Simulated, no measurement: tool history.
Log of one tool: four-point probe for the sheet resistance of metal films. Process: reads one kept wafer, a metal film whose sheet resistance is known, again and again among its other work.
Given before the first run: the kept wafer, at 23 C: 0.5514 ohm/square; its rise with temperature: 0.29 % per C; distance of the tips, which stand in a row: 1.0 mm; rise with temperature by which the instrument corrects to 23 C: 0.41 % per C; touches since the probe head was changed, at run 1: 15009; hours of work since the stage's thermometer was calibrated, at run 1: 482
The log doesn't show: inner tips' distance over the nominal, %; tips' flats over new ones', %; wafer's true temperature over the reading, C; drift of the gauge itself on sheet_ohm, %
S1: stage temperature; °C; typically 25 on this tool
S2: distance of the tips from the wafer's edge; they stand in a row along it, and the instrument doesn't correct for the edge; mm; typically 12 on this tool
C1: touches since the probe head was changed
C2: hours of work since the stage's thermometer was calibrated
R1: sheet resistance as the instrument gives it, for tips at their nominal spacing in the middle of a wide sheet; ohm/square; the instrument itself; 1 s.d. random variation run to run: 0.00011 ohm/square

run	hour	S1	S2	C1	C2	R1
1	0.0	25	12	15009	482	0.552082
2	38.4	25	12	16110	507	0.552317
3	63.3	25	12	16828	523	0.552124
4	86.3	25	6	17487	537	0.558285
5	109.4	25	6	18150	552	0.558113
6	152.3	25	6	19383	580	0.558314
7	183.6	25	6	20280	600	0.558182
8	214.5	25	8	21167	619	0.554611
9	239.4	25	8	21882	635	0.554728
10	266.1	20	12	22650	653	0.555429
11	285.9	20	12	23220	665	0.555583
12	305.2	25	12	23772	678	0.552104
13	324.4	25	12	24325	690	0.552262
14	361.9	25	12	25402	714	0.552109
15	398.6	25	4	26455	737	0.568037
16	416.0	22	6	26956	749	0.560377
17	445.7	22	6	27808	768	0.560170
18	475.7	22	6	28669	787	0.560245
19	495.6	22	6	29239	800	0.560110
20	537.3	28	16	30438	826	0.549426
21	567.2	28	16	31296	845	0.549406
22	607.9	25	48	32464	871	0.550133
23	630.6	28	6	33116	886	0.556264
24	667.3	31	6	34169	909	0.554587
25	699.6	23	48	35097	930	0.551621

Forecast run 26:
26	719.7	32	26	35675	943	?

For run 26 the tool returned R1 0.546275 ohm/square.
Without the tool's hidden state the same run would have given R1 0.546270 ohm/square.

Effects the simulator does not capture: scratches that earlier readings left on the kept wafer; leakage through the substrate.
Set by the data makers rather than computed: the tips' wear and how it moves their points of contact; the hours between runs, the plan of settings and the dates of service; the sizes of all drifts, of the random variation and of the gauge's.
